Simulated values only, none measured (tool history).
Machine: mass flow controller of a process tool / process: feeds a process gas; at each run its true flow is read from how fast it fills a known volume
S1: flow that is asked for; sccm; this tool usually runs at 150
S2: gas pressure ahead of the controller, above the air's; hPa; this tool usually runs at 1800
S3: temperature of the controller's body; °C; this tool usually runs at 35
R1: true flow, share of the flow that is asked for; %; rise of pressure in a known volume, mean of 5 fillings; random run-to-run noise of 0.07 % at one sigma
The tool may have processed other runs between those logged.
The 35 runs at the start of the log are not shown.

run	hour	S1	S2	S3	R1
36	3484.4	75	2250	35	95.49
37	3616.8	75	2250	35	95.46
38	3733.4	201	2250	31	96.44
39	3802.2	441	1840	32	97.74
40	3891.7	441	1840	32	97.74
41	3946.4	206	1950	31	96.60
42	4040.4	134	2250	26	96.47
43	4145.7	375	2660	35	97.15
44	4206.3	375	2660	35	97.17
45	4332.7	375	2660	35	97.08
46	4411.8	199	2520	24	96.79
47	4471.9	271	2360	39	96.29
48	4556.4	75	1950	39	94.61

Alternative continuations, all from the tool just after run 48; predict every row:
A	4619.2	101	1620	21	?
B	4619.2	75	1950	36	?
C	4619.2	150	1470	35	?

run	R1
A	96.06
B	94.78
C	95.47
With the hidden condition removed and each run's random variation left untouched, the same runs would have given:
run	R1
A	98.33
B	97.30
C	97.51

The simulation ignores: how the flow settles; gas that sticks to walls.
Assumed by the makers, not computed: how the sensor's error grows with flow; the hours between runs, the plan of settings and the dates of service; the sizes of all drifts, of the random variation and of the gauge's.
